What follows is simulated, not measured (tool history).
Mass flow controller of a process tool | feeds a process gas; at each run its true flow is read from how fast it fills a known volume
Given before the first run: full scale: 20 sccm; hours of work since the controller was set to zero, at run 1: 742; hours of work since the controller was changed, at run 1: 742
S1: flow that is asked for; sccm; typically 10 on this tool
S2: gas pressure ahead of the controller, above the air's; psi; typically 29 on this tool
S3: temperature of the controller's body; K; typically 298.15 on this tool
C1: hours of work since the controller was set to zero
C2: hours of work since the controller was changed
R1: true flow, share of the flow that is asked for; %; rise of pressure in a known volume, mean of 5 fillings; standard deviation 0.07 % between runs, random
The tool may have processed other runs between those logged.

run    hour  S1    S2      S3    C1    C2     R1
  1       0  10    29  298.15   742   742  98.81
  2   119.3  10    29  298.15   805   805  98.68
  3   283.2  10    29  298.15   891   891  98.64
  4   359.1  10    29  298.15   932   932  98.65
  5   515.3  10    29  298.15  1014  1014  98.68
  6   658.2   2    29  300.15  1090  1090  96.39
  7   801.3   3  25.5  299.15  1165  1165   97.2
  8   955.4   3  25.5  299.15  1247  1247  97.12
  9  1079.7  10  37.4  301.15  1313  1313  98.54
 10  1192.8  10  37.4  301.15  1372  1372   98.2

Consider 5 possible next runs. They are alternatives, not a sequence: every one starts from the tool as it was left by run 10. What does each give?
  A  1274.9   3  20.7  293.15  1416  1416   ?
  B  1274.9   3  28.1  294.15  1416  1416   ?
  C  1274.9   6  33.9  304.15  1416  1416   ?
  D  1274.9   8    29  295.15  1416  1416   ?
  E  1274.9   3    29  297.15  1416  1416   ?

run     R1
  A  96.46
  B  96.24
  C  98.14
  D   97.8
  E   96.5
Stripped of hidden state, with their random variation kept, the same runs would have yielded:
run     R1
  A  98.58
  B  98.36
  C  99.37
  D  98.81
  E  98.62
